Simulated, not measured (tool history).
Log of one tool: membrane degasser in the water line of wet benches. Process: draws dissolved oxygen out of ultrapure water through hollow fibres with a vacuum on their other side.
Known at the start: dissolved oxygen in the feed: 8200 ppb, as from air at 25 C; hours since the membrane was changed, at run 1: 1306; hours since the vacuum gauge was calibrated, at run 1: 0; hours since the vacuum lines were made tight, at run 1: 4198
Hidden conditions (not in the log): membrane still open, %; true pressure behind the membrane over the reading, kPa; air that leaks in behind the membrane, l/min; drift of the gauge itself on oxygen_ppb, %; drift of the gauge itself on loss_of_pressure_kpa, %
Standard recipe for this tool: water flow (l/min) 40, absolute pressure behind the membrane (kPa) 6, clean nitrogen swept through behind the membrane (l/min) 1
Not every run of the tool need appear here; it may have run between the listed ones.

run   hour  water flow (l/min)  absolute pressure behind the membrane (kPa)  clean nitrogen swept through behind the membrane (l/min)  hours since the membrane was changed  hours since the vacuum gauge was calibrated  hours since the vacuum lines were made tight  dissolved oxygen in the water behind the degasser (ppb)  pressure that the water loses in the fibres (kPa)
  1      0                  40                                            6                                                         1                                  1306                                            0                                          4198                                                    377.5                                              25.68
  2   29.4                  29                                            6                                                         1                                  1335                                           29                                          4227                                                    220.6                                              18.83
  3   72.1                  29                                            6                                                         1                                  1378                                           72                                          4270                                                    222.3                                              18.69
  4  108.5                  29                                            6                                                         1                                  1414                                          109                                          4306                                                      222                                              18.87
  5  133.3                  29                                            6                                                         1                                  1439                                          133                                          4331                                                    221.1                                              18.97
  6  168.9                  29                                            6                                                         1                                  1475                                          169                                          4367                                                    225.1                                              18.56
     173.3  -- vacuum gauge calibrated
  7  192.4                  57                                            6                                                         1                                  1498                                           19                                          4390                                                    703.4                                              36.71
  8  219.6                  27                                            6                                                         1                                  1525                                           46                                          4417                                                    201.1                                              17.42
  9  259.1                  27                                            6                                                         1                                  1564                                           86                                          4456                                                    199.8                                              17.74
 10  306.4                  27                                            6                                                         1                                  1612                                          133                                          4504                                                    195.9                                              17.43
 11  338.3                  27                                            6                                                         1                                  1644                                          165                                          4535                                                    199.6                                              17.47
 12  360.4                  28                                            6                                                         1                                  1666                                          187                                          4558                                                    212.2                                               17.9
 13  401.5                  29                                         3.79                                                         1                                  1707                                          228                                          4599                                                     91.6                                              18.67
     425.2  -- vacuum gauge calibrated, once more
 14  437.9                  36                                         6.97                                                      1.07                                  1743                                           13                                          4635                                                    371.5                                              23.27
 15  471.2                  36                                         6.97                                                      1.07                                  1776                                           46                                          4668                                                      368                                              23.19
 16  494.1                  54                                         6.13                                                      0.81                                  1799                                           69                                          4691                                                    710.4                                              34.66
 17  525.8                  44                                         6.37                                                      0.44                                  1831                                          101                                          4722                                                    666.7                                              28.33
 18  566.7                  33                                         9.29                                                      2.28                                  1871                                          142                                          4763                                                    280.9                                              21.41
 19    599                  62                                         4.13                                                      1.16                                  1904                                          174                                          4796                                                    630.8                                              39.81

Predict the results of run 20:
 20  630.6                  42                                         4.13                                                      2.66                                  1935                                          205                                          4827                                                        ?                                                  ?

{"run 20": {"dissolved oxygen in the water behind the degasser (ppb)": 230.6, "pressure that the water loses in the fibres (kPa)": 27.23}}
Without the tool's hidden state the same run would have given dissolved oxygen in the water behind the degasser (ppb) 226.1, pressure that the water loses in the fibres (kPa) 27.07.
